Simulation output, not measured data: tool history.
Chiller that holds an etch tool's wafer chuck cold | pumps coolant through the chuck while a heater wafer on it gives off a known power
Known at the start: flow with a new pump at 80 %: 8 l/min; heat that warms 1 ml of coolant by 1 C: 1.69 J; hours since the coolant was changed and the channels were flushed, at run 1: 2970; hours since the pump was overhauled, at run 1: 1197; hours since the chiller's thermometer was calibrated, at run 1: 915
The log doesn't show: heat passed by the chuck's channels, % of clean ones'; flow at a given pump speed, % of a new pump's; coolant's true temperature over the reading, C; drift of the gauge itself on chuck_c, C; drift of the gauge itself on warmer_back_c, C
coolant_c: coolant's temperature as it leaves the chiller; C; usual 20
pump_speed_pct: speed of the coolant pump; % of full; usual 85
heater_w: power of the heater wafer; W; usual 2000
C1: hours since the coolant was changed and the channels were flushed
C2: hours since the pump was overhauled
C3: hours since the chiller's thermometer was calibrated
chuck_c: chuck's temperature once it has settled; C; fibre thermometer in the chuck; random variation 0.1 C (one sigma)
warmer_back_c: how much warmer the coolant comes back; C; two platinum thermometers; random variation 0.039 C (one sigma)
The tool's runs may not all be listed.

{"run": 1, "hour": 0.0, "coolant_c": 20, "pump_speed_pct": 85, "heater_w": 2000, "C1": 2970, "C2": 1197, "C3": 915, "chuck_c": 35.3, "warmer_back_c": 8.46}
{"run": 2, "hour": 30.8, "coolant_c": 20, "pump_speed_pct": 85, "heater_w": 2000, "C1": 3001, "C2": 1228, "C3": 946, "chuck_c": 35.1, "warmer_back_c": 8.37}
{"run": 3, "hour": 81.3, "coolant_c": 20, "pump_speed_pct": 85, "heater_w": 2000, "C1": 3051, "C2": 1279, "C3": 997, "chuck_c": 35.3, "warmer_back_c": 8.35}
{"run": 4, "hour": 103.3, "coolant_c": 20, "pump_speed_pct": 85, "heater_w": 2000, "C1": 3073, "C2": 1301, "C3": 1019, "chuck_c": 35.3, "warmer_back_c": 8.48}
{"run": 5, "hour": 131.1, "coolant_c": 20, "pump_speed_pct": 85, "heater_w": 2000, "C1": 3101, "C2": 1329, "C3": 1046, "chuck_c": 35.3, "warmer_back_c": 8.52}
{"run": 6, "hour": 180.5, "coolant_c": 20, "pump_speed_pct": 85, "heater_w": 2000, "C1": 3151, "C2": 1378, "C3": 1096, "chuck_c": 35.4, "warmer_back_c": 8.48}
{"run": 7, "hour": 230.4, "coolant_c": 20, "pump_speed_pct": 85, "heater_w": 2000, "C1": 3200, "C2": 1428, "C3": 1146, "chuck_c": 35.6, "warmer_back_c": 8.5}
{"run": 8, "hour": 269.2, "coolant_c": 20, "pump_speed_pct": 85, "heater_w": 2000, "C1": 3239, "C2": 1467, "C3": 1184, "chuck_c": 35.6, "warmer_back_c": 8.47}
{"run": 9, "hour": 303.5, "coolant_c": 20, "pump_speed_pct": 85, "heater_w": 2000, "C1": 3274, "C2": 1501, "C3": 1219, "chuck_c": 35.6, "warmer_back_c": 8.48}
{"hour": 311.9, "done": "coolant pump overhauled"}
{"run": 10, "hour": 354.4, "coolant_c": 20, "pump_speed_pct": 85, "heater_w": 2000, "C1": 3319, "C2": 42, "C3": 1265, "chuck_c": 35.7, "warmer_back_c": 8.65}
{"run": 11, "hour": 379.0, "coolant_c": 26, "pump_speed_pct": 68, "heater_w": 2000, "C1": 3344, "C2": 67, "C3": 1289, "chuck_c": 45.1, "warmer_back_c": 10.93}
{"run": 12, "hour": 420.5, "coolant_c": 10, "pump_speed_pct": 85, "heater_w": 2067, "C1": 3386, "C2": 109, "C3": 1331, "chuck_c": 26.3, "warmer_back_c": 8.93}
{"run": 13, "hour": 468.1, "coolant_c": 10, "pump_speed_pct": 85, "heater_w": 2522, "C1": 3433, "C2": 156, "C3": 1378, "chuck_c": 29.8, "warmer_back_c": 10.85}
{"hour": 475.4, "done": "coolant pump overhauled, once more"}
{"run": 14, "hour": 517.2, "coolant_c": 20, "pump_speed_pct": 100, "heater_w": 1683, "C1": 3477, "C2": 42, "C3": 1423, "chuck_c": 31.3, "warmer_back_c": 5.86}

The next listed run, before its measurement:
{"run": 15, "hour": 537.8, "coolant_c": 20, "pump_speed_pct": 100, "heater_w": 1683, "C1": 3498, "C2": 62, "C3": 1443, "chuck_c": "?", "warmer_back_c": "?"}

chuck_c: 31.3 C
warmer_back_c: 5.88 C
Without the tool's hidden state the same run would have given chuck_c 30.2 C, warmer_back_c 5.88 C.
